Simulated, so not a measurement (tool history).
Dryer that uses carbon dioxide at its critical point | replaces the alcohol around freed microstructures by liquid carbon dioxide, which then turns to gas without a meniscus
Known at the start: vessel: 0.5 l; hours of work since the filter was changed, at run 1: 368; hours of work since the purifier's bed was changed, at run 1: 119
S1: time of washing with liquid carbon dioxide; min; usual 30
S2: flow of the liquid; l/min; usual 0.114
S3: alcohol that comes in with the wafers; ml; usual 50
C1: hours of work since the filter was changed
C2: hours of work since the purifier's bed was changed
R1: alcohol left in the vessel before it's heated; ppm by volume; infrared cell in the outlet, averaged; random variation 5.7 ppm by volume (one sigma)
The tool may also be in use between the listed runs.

{"run": 1, "hour": 0.0, "S1": 30, "S2": 0.114, "S3": 50, "C1": 368, "C2": 119, "R1": 460}
{"run": 2, "hour": 14.6, "S1": 30, "S2": 0.114, "S3": 50, "C1": 375, "C2": 127, "R1": 457}
{"run": 3, "hour": 22.5, "S1": 30, "S2": 0.152, "S3": 50, "C1": 379, "C2": 131, "R1": 80}
{"run": 4, "hour": 30.4, "S1": 30, "S2": 0.152, "S3": 50, "C1": 383, "C2": 135, "R1": 86}
{"run": 5, "hour": 41.8, "S1": 30, "S2": 0.155, "S3": 50, "C1": 389, "C2": 140, "R1": 85}
{"run": 6, "hour": 51.1, "S1": 30, "S2": 0.114, "S3": 108, "C1": 394, "C2": 145, "R1": 975}
{"run": 7, "hour": 59.2, "S1": 30, "S2": 0.114, "S3": 50, "C1": 398, "C2": 149, "R1": 478}
{"run": 8, "hour": 74.0, "S1": 30, "S2": 0.114, "S3": 50, "C1": 405, "C2": 157, "R1": 475}
{"run": 9, "hour": 91.6, "S1": 30, "S2": 0.114, "S3": 50, "C1": 414, "C2": 166, "R1": 486}
{"run": 10, "hour": 99.7, "S1": 30, "S2": 0.114, "S3": 50, "C1": 418, "C2": 170, "R1": 492}
{"run": 11, "hour": 109.8, "S1": 30, "S2": 0.114, "S3": 44, "C1": 423, "C2": 175, "R1": 444}
{"run": 12, "hour": 120.7, "S1": 43, "S2": 0.114, "S3": 50, "C1": 429, "C2": 180, "R1": 71}
{"run": 13, "hour": 138.3, "S1": 43, "S2": 0.114, "S3": 50, "C1": 438, "C2": 189, "R1": 78}
{"run": 14, "hour": 156.6, "S1": 25, "S2": 0.114, "S3": 50, "C1": 447, "C2": 198, "R1": 1238}
{"run": 15, "hour": 165.6, "S1": 25, "S2": 0.114, "S3": 50, "C1": 452, "C2": 203, "R1": 1255}
{"run": 16, "hour": 180.9, "S1": 25, "S2": 0.114, "S3": 50, "C1": 459, "C2": 211, "R1": 1222}
{"run": 17, "hour": 196.4, "S1": 25, "S2": 0.114, "S3": 50, "C1": 467, "C2": 219, "R1": 1311}
{"run": 18, "hour": 209.7, "S1": 25, "S2": 0.114, "S3": 50, "C1": 474, "C2": 225, "R1": 1334}
{"run": 19, "hour": 222.5, "S1": 25, "S2": 0.114, "S3": 50, "C1": 480, "C2": 232, "R1": 1292}
{"run": 20, "hour": 239.6, "S1": 25, "S2": 0.114, "S3": 50, "C1": 489, "C2": 240, "R1": 1342}
{"run": 21, "hour": 255.2, "S1": 23, "S2": 0.114, "S3": 50, "C1": 497, "C2": 248, "R1": 1928}
{"run": 22, "hour": 274.0, "S1": 44, "S2": 0.114, "S3": 50, "C1": 507, "C2": 258, "R1": 89}
{"hour": 287.9, "done": "inlet filter changed"}
{"run": 23, "hour": 287.9, "S1": 30, "S2": 0.114, "S3": 50, "C1": 0, "C2": 264, "R1": 228}
{"run": 24, "hour": 304.8, "S1": 30, "S2": 0.114, "S3": 50, "C1": 9, "C2": 273, "R1": 234}
{"run": 25, "hour": 321.6, "S1": 34, "S2": 0.114, "S3": 80, "C1": 17, "C2": 281, "R1": 189}
{"run": 26, "hour": 333.5, "S1": 19, "S2": 0.109, "S3": 94, "C1": 23, "C2": 287, "R1": 4435}
{"run": 27, "hour": 342.0, "S1": 28, "S2": 0.114, "S3": 57, "C1": 27, "C2": 292, "R1": 390}
{"run": 28, "hour": 356.6, "S1": 30, "S2": 0.114, "S3": 88, "C1": 35, "C2": 299, "R1": 397}
{"run": 29, "hour": 368.1, "S1": 30, "S2": 0.114, "S3": 88, "C1": 41, "C2": 305, "R1": 399}
{"run": 30, "hour": 377.6, "S1": 30, "S2": 0.114, "S3": 88, "C1": 45, "C2": 310, "R1": 416}
{"run": 31, "hour": 387.2, "S1": 39, "S2": 0.114, "S3": 88, "C1": 50, "C2": 315, "R1": 109}
{"run": 32, "hour": 395.9, "S1": 44, "S2": 0.114, "S3": 88, "C1": 55, "C2": 319, "R1": 73}
{"run": 33, "hour": 408.3, "S1": 30, "S2": 0.165, "S3": 29, "C1": 61, "C2": 325, "R1": 57}
{"run": 34, "hour": 424.7, "S1": 30, "S2": 0.165, "S3": 29, "C1": 69, "C2": 334, "R1": 57}
{"run": 35, "hour": 443.4, "S1": 39, "S2": 0.07, "S3": 68, "C1": 79, "C2": 343, "R1": 1332}
{"run": 36, "hour": 459.4, "S1": 39, "S2": 0.07, "S3": 68, "C1": 87, "C2": 351, "R1": 1330}
{"run": 37, "hour": 471.4, "S1": 31, "S2": 0.101, "S3": 22, "C1": 93, "C2": 357, "R1": 238}
{"run": 38, "hour": 483.8, "S1": 36, "S2": 0.101, "S3": 22, "C1": 99, "C2": 363, "R1": 130}
{"run": 39, "hour": 501.7, "S1": 36, "S2": 0.101, "S3": 22, "C1": 108, "C2": 372, "R1": 139}
{"run": 40, "hour": 518.4, "S1": 36, "S2": 0.101, "S3": 22, "C1": 117, "C2": 381, "R1": 140}
{"run": 41, "hour": 526.2, "S1": 36, "S2": 0.101, "S3": 22, "C1": 120, "C2": 385, "R1": 138}
{"run": 42, "hour": 540.8, "S1": 36, "S2": 0.101, "S3": 22, "C1": 128, "C2": 392, "R1": 146}
{"run": 43, "hour": 559.5, "S1": 36, "S2": 0.101, "S3": 39, "C1": 137, "C2": 402, "R1": 208}
{"run": 44, "hour": 569.6, "S1": 36, "S2": 0.101, "S3": 39, "C1": 142, "C2": 407, "R1": 199}
{"run": 45, "hour": 580.6, "S1": 36, "S2": 0.118, "S3": 20, "C1": 148, "C2": 412, "R1": 93}
{"run": 46, "hour": 591.5, "S1": 24, "S2": 0.118, "S3": 20, "C1": 153, "C2": 418, "R1": 348}
{"run": 47, "hour": 605.3, "S1": 24, "S2": 0.118, "S3": 20, "C1": 160, "C2": 425, "R1": 360}
{"run": 48, "hour": 621.0, "S1": 36, "S2": 0.193, "S3": 80, "C1": 168, "C2": 433, "R1": 70}

Measured less the same run without the tool's hidden state. The same run-to-run variation is in both; the gauge's scatter may not be:
The hidden state here: flow that reaches the vessel past the clogged filter, %; alcohol in the recycled carbon dioxide, ppm; drift of the gauge itself on alcohol_ppm, %.
run=1 R1=+265
run=2 R1=+267
run=3 R1=+59
run=4 R1=+62
run=5 R1=+57
run=6 R1=+584
run=7 R1=+289
run=8 R1=+292
run=9 R1=+302
run=10 R1=+306
run=11 R1=+282
run=12 R1=+65
run=13 R1=+66
run=14 R1=+708
run=15 R1=+719
run=16 R1=+714
run=17 R1=+776
run=18 R1=+786
run=19 R1=+777
run=20 R1=+817
run=21 R1=+1112
run=22 R1=+78
run=23 R1=+42
run=24 R1=+47
run=25 R1=+51
run=26 R1=+220
run=27 R1=+67
run=28 R1=+76
run=29 R1=+79
run=30 R1=+86
run=31 R1=+54
run=32 R1=+49
run=33 R1=+50
run=34 R1=+51
run=35 R1=+224
run=36 R1=+238
run=37 R1=+85
run=38 R1=+68
run=39 R1=+71
run=40 R1=+74
run=41 R1=+75
run=42 R1=+78
run=43 R1=+100
run=44 R1=+101
run=45 R1=+68
run=46 R1=+130
run=47 R1=+140
run=48 R1=+64

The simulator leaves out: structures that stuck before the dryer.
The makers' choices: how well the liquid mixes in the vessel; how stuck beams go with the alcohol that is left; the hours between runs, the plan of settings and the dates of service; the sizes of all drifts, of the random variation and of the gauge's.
